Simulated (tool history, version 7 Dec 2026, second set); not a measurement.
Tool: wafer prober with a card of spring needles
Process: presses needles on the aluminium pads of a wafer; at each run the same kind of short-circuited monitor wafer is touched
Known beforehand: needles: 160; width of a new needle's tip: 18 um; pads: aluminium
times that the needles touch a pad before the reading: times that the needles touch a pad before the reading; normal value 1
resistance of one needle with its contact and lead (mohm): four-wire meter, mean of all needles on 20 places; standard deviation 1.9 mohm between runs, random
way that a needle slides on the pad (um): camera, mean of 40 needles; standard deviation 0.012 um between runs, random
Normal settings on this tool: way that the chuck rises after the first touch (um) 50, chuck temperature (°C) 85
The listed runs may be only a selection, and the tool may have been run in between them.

| run | hour | way that the chuck rises after the first touch (um) | chuck temperature (°C) | times that the needles touch a pad before the reading | resistance of one needle with its contact and lead (mohm) | way that a needle slides on the pad (um) |
|---|---|---|---|---|---|---|
| 1 | 0 | 50 | 85 | 1 | 362 | 10.66 |
|  | 9.6 | tips cleaned on abrasive film |
| 2 | 25.3 | 50 | 85 | 1 | 369 | 10.66 |
|  | 34.4 | tips cleaned on abrasive film |
| 3 | 46.6 | 50 | 85 | 1 | 357 | 10.63 |
|  | 60.5 | tips cleaned on abrasive film |
| 4 | 64.2 | 68 | 85 | 1 | 237 | 14.5 |
| 5 | 80 | 68 | 85 | 1 | 287 | 14.48 |
|  | 81.7 | height of the first contact set anew |
|  | 87 | tips cleaned on abrasive film |
| 6 | 106 | 50 | 85 | 1 | 380 | 10.59 |
|  | 111.8 | tips cleaned on abrasive film |
| 7 | 117.7 | 55 | 28 | 1 | 288 | 11.64 |
|  | 135.9 | tips cleaned on abrasive film |
| 8 | 144.4 | 56 | 32 | 3 | 226 | 11.85 |
| 9 | 156.1 | 46 | 85 | 1 | 420 | 9.73 |
|  | 160.3 | tips cleaned on abrasive film |
| 10 | 170.2 | 46 | 85 | 1 | 374 | 9.71 |
|  | 185.9 | tips cleaned on abrasive film |
| 11 | 193 | 46 | 85 | 1 | 355 | 9.71 |

Predict each of these 4 candidate next runs independently; none follows another, all start after run 11:
|  | 210.2 | tips cleaned on abrasive film |
| A | 213.2 | 56 | 92 | 2 | ? | ? |
|  | 210.2 | tips cleaned on abrasive film |
| B | 213.2 | 57 | 85 | 1 | ? | ? |
|  | 210.2 | tips cleaned on abrasive film |
| C | 213.2 | 49 | 85 | 1 | ? | ? |
|  | 210.2 | tips cleaned on abrasive film |
| D | 213.2 | 50 | 48 | 1 | ? | ? |

| run | resistance of one needle with its contact and lead (mohm) | way that a needle slides on the pad (um) |
|---|---|---|
| A | 230 | 11.81 |
| B | 248 | 12.04 |
| C | 274 | 10.31 |
| D | 263 | 10.54 |
Without the tool's hidden state the same runs would have given:
| run | resistance of one needle with its contact and lead (mohm) | way that a needle slides on the pad (um) |
|---|---|---|
| A | 194 | 11.97 |
| B | 190 | 12.2 |
| C | 197 | 10.47 |
| D | 186 | 10.7 |
